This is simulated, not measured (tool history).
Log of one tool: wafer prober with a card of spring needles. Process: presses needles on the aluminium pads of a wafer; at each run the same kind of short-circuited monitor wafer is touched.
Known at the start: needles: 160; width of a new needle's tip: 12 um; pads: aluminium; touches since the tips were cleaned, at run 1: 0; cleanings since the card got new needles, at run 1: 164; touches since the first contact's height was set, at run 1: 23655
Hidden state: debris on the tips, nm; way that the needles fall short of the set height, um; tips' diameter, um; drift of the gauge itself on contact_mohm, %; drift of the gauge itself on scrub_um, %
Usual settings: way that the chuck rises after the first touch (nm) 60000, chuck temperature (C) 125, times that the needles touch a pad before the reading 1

run	day	way that the chuck rises after the first touch (nm)	chuck temperature (C)	times that the needles touch a pad before the reading	touches since the tips were cleaned	cleanings since the card got new needles	touches since the first contact's height was set	resistance of one needle with its contact and lead (mohm)	way that a needle slides on the pad (nm)
1	0	60000	125	1	0	164	23655	209	8990
# day 0.333: tips cleaned on abrasive film
# day 0.667: tips cleaned on abrasive film
# day 1: tips cleaned on abrasive film
# day 1.267: tips cleaned on abrasive film
# day 1.6: tips cleaned on abrasive film
2	1.817	60000	125	1	1342	169	34741	206	8640
# day 1.888: tips cleaned on abrasive film
# day 2.217: tips cleaned on abrasive film
# day 2.55: tips cleaned on abrasive film
# day 2.883: tips cleaned on abrasive film
3	2.967	69000	125	1	502	173	41740	203	10070
# day 3.167: tips cleaned on abrasive film
# day 3.433: tips cleaned on abrasive film
# day 3.767: tips cleaned on abrasive film
# day 4.1: tips cleaned on abrasive film
# day 4.433: tips cleaned on abrasive film
# day 4.717: tips cleaned on abrasive film
4	4.717	60000	125	1	0	179	52394	210	8840
# day 4.983: tips cleaned on abrasive film
# day 5.317: tips cleaned on abrasive film
# day 5.65: tips cleaned on abrasive film
# day 5.983: tips cleaned on abrasive film
# day 6.25: tips cleaned on abrasive film
5	6.446	60000	125	1	1205	184	62938	209	8740
# day 6.579: tips cleaned on abrasive film
# day 6.912: tips cleaned on abrasive film
# day 7.246: tips cleaned on abrasive film
# day 7.579: tips cleaned on abrasive film
# day 7.846: tips cleaned on abrasive film
6	7.896	60000	125	1	311	189	71777	208	8780
# day 8.162: tips cleaned on abrasive film
# day 8.429: tips cleaned on abrasive film
# day 8.762: tips cleaned on abrasive film
# day 9.096: tips cleaned on abrasive film
7	9.117	60000	125	1	137	193	79223	203	8940
# day 9.383: tips cleaned on abrasive film
# day 9.717: tips cleaned on abrasive film
8	9.879	79000	102	1	993	195	83869	201	11590
# day 10.012: tips cleaned on abrasive film
# day 10.283: tips cleaned on abrasive film
# day 10.612: tips cleaned on abrasive film
# day 10.883: tips cleaned on abrasive film
9	10.883	46000	55	1	0	199	89969	196	6760
# day 11.212: tips cleaned on abrasive film
# day 11.546: tips cleaned on abrasive film
10	11.65	47000	88	2	652	201	94665	204	6790
# day 11.854: tips cleaned on abrasive film
# day 12.188: tips cleaned on abrasive film
# day 12.517: tips cleaned on abrasive film
# day 12.788: tips cleaned on abrasive film
# day 13.117: tips cleaned on abrasive film
11	13.367	74000	26	1	1544	206	105141	182	10890
# day 13.438: tips cleaned on abrasive film
# day 13.704: tips cleaned on abrasive film
# day 14.038: tips cleaned on abrasive film
12	14.283	61000	83	1	1502	209	110704	195	8850

3 ways to go on from here, each from the tool as it stands after run 12. What would each give?
# day 14.35: tips cleaned on abrasive film
# day 14.617: tips cleaned on abrasive film
# day 14.95: tips cleaned on abrasive film
# day 15.283: tips cleaned on abrasive film
A	15.467	47000	56	1	1129	213	117923	?	?
# day 14.35: tips cleaned on abrasive film
# day 14.617: tips cleaned on abrasive film
# day 14.95: tips cleaned on abrasive film
# day 15.283: tips cleaned on abrasive film
B	15.467	61000	124	1	1129	213	117923	?	?
# day 14.35: tips cleaned on abrasive film
# day 14.617: tips cleaned on abrasive film
# day 14.95: tips cleaned on abrasive film
# day 15.283: tips cleaned on abrasive film
C	15.467	60000	75	2	1129	213	117923	?	?

run	resistance of one needle with its contact and lead (mohm)	way that a needle slides on the pad (nm)
A	196	7000
B	207	9000
C	198	8760
Without the tool's hidden state the same runs would have given:
run	resistance of one needle with its contact and lead (mohm)	way that a needle slides on the pad (nm)
A	195	7020
B	207	9030
C	198	8790

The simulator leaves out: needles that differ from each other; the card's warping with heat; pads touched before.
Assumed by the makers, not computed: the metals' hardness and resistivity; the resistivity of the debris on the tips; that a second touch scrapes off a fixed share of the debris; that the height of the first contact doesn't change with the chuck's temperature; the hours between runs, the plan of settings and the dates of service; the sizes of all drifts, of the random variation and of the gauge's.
